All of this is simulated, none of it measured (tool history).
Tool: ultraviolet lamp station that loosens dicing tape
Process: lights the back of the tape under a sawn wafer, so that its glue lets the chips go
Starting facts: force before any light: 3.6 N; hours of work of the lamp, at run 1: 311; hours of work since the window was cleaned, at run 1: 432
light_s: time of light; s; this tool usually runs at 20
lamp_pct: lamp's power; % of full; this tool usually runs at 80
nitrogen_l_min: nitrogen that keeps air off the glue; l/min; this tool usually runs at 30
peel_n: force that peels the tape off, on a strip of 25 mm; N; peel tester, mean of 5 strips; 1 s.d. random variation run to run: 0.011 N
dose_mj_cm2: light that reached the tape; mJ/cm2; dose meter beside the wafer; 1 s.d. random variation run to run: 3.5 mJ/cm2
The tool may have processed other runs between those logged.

run,hour,light_s,lamp_pct,nitrogen_l_min,hours of work of the lamp,hours of work since the window was cleaned,peel_n,dose_mj_cm2
1,0.0,20,80,30,311,432,0.744,428
2,75.9,20,80,30,349,470,0.801,412
# hour 131.8: window cleaned of glue's vapour
3,146.4,20,80,30,384,7,0.660,466
4,200.1,20,80,30,411,34,0.694,456
5,239.8,20,80,13,431,54,1.020,444
6,303.3,18,80,13,463,86,1.178,390
7,379.2,18,80,13,501,124,1.192,380
8,436.0,14,80,30,530,153,1.238,288
9,519.2,20,80,30,572,195,0.843,392
10,570.4,20,80,30,597,220,0.854,387
11,648.9,20,80,30,637,260,0.917,369
# hour 656.3: lamp changed
12,734.8,31,93,52,39,302,0.200,899
13,814.3,14,93,9,79,342,1.342,399
14,867.1,14,77,17,106,369,1.284,323
15,947.9,14,77,17,146,409,1.385,309
16,1004.8,20,71,12,175,438,1.200,401
17,1091.7,20,80,12,219,482,1.143,433
# hour 1125.7: window cleaned of glue's vapour
18,1179.1,20,80,12,262,27,0.928,495
19,1251.8,32,80,30,299,63,0.317,770

What does the tool deliver on the next run?
20,1328.6,11,97,30,337,102,?,?

peel_n: 1.122 N
dose_mj_cm2: 308 mJ/cm2
With the hidden condition absent and the run-to-run variation left alone, this run would have shown peel_n 0.893 N, dose_mj_cm2 374 mJ/cm2.
